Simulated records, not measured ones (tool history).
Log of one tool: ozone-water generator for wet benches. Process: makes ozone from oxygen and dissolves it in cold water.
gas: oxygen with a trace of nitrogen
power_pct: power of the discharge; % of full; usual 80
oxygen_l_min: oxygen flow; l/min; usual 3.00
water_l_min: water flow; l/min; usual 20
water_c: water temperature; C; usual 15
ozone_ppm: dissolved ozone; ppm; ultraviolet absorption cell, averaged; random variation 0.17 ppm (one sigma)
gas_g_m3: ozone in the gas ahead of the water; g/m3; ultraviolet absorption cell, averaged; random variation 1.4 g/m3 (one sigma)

| run | hour | power_pct | oxygen_l_min | water_l_min | water_c | ozone_ppm | gas_g_m3 |
|---|---|---|---|---|---|---|---|
| 1 | 0.0 | 80 | 3.00 | 20 | 15 | 19.8 | 231.4 |
| 2 | 126.0 | 80 | 3.00 | 31 | 15 | 12.9 | 227.5 |
| 3 | 251.4 | 80 | 3.00 | 31 | 15 | 13.1 | 229.5 |
| 4 | 310.8 | 80 | 3.00 | 31 | 15 | 13.1 | 229.3 |
| 5 | 415.2 | 80 | 3.00 | 31 | 15 | 13.1 | 229.6 |
| 6 | 537.1 | 80 | 3.00 | 31 | 15 | 12.9 | 228.8 |
| 7 | 622.0 | 80 | 1.74 | 31 | 15 | 11.7 | 324.4 |
| 8 | 745.6 | 80 | 5.25 | 20 | 15 | 19.1 | 158.2 |
| 9 | 865.5 | 80 | 5.25 | 20 | 15 | 18.9 | 157.7 |
| 10 | 983.9 | 80 | 5.25 | 20 | 15 | 18.9 | 156.5 |
| 11 | 1110.7 | 80 | 3.00 | 20 | 12 | 19.4 | 223.6 |
| 12 | 1253.2 | 80 | 3.00 | 24 | 15 | 16.2 | 224.8 |
| 13 | 1327.5 | 80 | 3.00 | 24 | 15 | 16.0 | 221.3 |
|  | 1375.6 | contactor cleaned |
| 14 | 1440.8 | 80 | 2.77 | 24 | 15 | 16.4 | 233.2 |
|  | 1454.4 | water thermometer calibrated |
| 15 | 1533.7 | 80 | 2.77 | 24 | 15 | 16.3 | 233.7 |
| 16 | 1594.9 | 51 | 3.00 | 20 | 15 | 13.6 | 154.6 |
| 17 | 1656.1 | 51 | 3.00 | 20 | 15 | 13.6 | 153.8 |
| 18 | 1762.2 | 73 | 3.00 | 20 | 15 | 18.1 | 204.1 |
| 19 | 1903.0 | 56 | 1.68 | 14 | 10 | 19.9 | 240.9 |
| 20 | 1989.0 | 40 | 1.68 | 14 | 10 | 15.4 | 185.4 |
| 21 | 2107.6 | 40 | 2.36 | 14 | 10 | 15.4 | 146.6 |
| 22 | 2170.6 | 80 | 4.74 | 20 | 7 | 20.8 | 161.3 |
| 23 | 2244.8 | 80 | 2.81 | 24 | 15 | 16.3 | 228.4 |
| 24 | 2374.6 | 45 | 3.46 | 21 | 16 | 11.5 | 125.6 |
| 25 | 2452.8 | 45 | 4.07 | 26 | 16 | 9.7 | 113.1 |
| 26 | 2567.1 | 45 | 4.07 | 26 | 16 | 9.6 | 112.0 |
| 27 | 2663.2 | 80 | 5.29 | 14 | 15 | 23.8 | 147.8 |
| 28 | 2786.7 | 80 | 3.00 | 20 | 22 | 17.2 | 213.5 |
| 29 | 2904.9 | 80 | 3.00 | 20 | 22 | 17.3 | 214.5 |
| 30 | 2984.7 | 99 | 3.00 | 20 | 15 | 21.8 | 249.7 |
| 31 | 3050.7 | 80 | 3.00 | 13 | 9 | 28.0 | 213.2 |
| 32 | 3119.1 | 80 | 3.00 | 13 | 9 | 28.0 | 211.2 |

Forecast each of these 4 alternatives for the next run:
| A | 3257.3 | 80 | 2.66 | 13 | 8 | ? | ? |
| B | 3257.3 | 80 | 4.42 | 13 | 18 | ? | ? |
| C | 3257.3 | 80 | 3.00 | 16 | 15 | ? | ? |
| D | 3257.3 | 80 | 3.00 | 20 | 19 | ? | ? |

| run | ozone_ppm | gas_g_m3 |
|---|---|---|
| A | 27.7 | 228.6 |
| B | 23.7 | 163.4 |
| C | 22.2 | 208.5 |
| D | 17.5 | 211.2 |
Without the tool's hidden state the same runs would have given:
| run | ozone_ppm | gas_g_m3 |
|---|---|---|
| A | 34.9 | 282.4 |
| B | 29.8 | 202.0 |
| C | 28.0 | 257.7 |
| D | 22.2 | 260.9 |
